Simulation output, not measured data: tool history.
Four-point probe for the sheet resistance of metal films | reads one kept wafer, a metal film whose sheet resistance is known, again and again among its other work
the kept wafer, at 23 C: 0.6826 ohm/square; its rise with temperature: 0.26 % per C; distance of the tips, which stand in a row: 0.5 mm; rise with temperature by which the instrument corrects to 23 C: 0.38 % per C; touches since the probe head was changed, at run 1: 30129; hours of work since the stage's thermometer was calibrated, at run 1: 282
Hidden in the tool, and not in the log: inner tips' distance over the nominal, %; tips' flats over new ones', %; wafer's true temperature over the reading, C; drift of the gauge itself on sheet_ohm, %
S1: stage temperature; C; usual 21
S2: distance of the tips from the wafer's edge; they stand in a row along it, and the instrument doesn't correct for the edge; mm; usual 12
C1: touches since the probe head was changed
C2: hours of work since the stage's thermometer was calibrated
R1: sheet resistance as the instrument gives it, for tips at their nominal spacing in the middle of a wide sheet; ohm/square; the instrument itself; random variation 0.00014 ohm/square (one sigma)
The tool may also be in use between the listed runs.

run,day,S1,S2,C1,C2,R1
1,0.000,21,12,30129,282,0.685381
2,1.212,27,12,30835,299,0.680464
3,2.546,27,12,31613,318,0.680507
4,3.583,33,12,32218,333,0.675912
5,4.379,33,12,32682,344,0.676366
6,5.804,21,12,33512,364,0.685441
7,6.912,21,7,34159,380,0.686727
8,8.000,21,35,34791,395,0.684739
9,9.142,35,12,35457,412,0.674758
10,10.575,35,70,36292,432,0.674046
11,11.283,21,12,36705,442,0.685343
12,12.425,26,12,37371,458,0.681447
13,13.050,26,12,37734,467,0.681351
14,14.321,26,12,38475,485,0.681296
15,15.058,26,12,38906,495,0.681485
16,16.442,26,12,39712,515,0.681411
17,17.442,27,12,40294,529,0.680763
18,18.067,27,12,40659,538,0.680730
19,19.175,27,12,41304,553,0.680799
20,19.962,27,12,41765,565,0.680810
21,20.642,27,12,42160,574,0.680889
22,21.596,32,9,42716,588,0.677673
23,22.733,21,12,43380,604,0.685716
24,23.638,21,12,43907,617,0.685444
25,24.771,21,36,44567,633,0.685183
26,25.517,21,56,45002,643,0.684580
27,26.983,24,22,45857,664,0.682766
28,27.704,24,22,46276,674,0.682974
29,28.654,21,74,46830,687,0.684886
30,29.942,23,72,47580,706,0.683319
31,31.062,23,72,48234,722,0.683585
32,31.788,23,34,48657,732,0.683713
33,32.467,23,34,49052,741,0.683705
34,33.321,30,12,49552,753,0.678692

The next listed run, before its measurement:
35,34.454,31,12,50211,769,?

Run 35 gave R1 0.678012 ohm/square.
Without the tool's hidden state the same run would have given R1 0.677144 ohm/square.
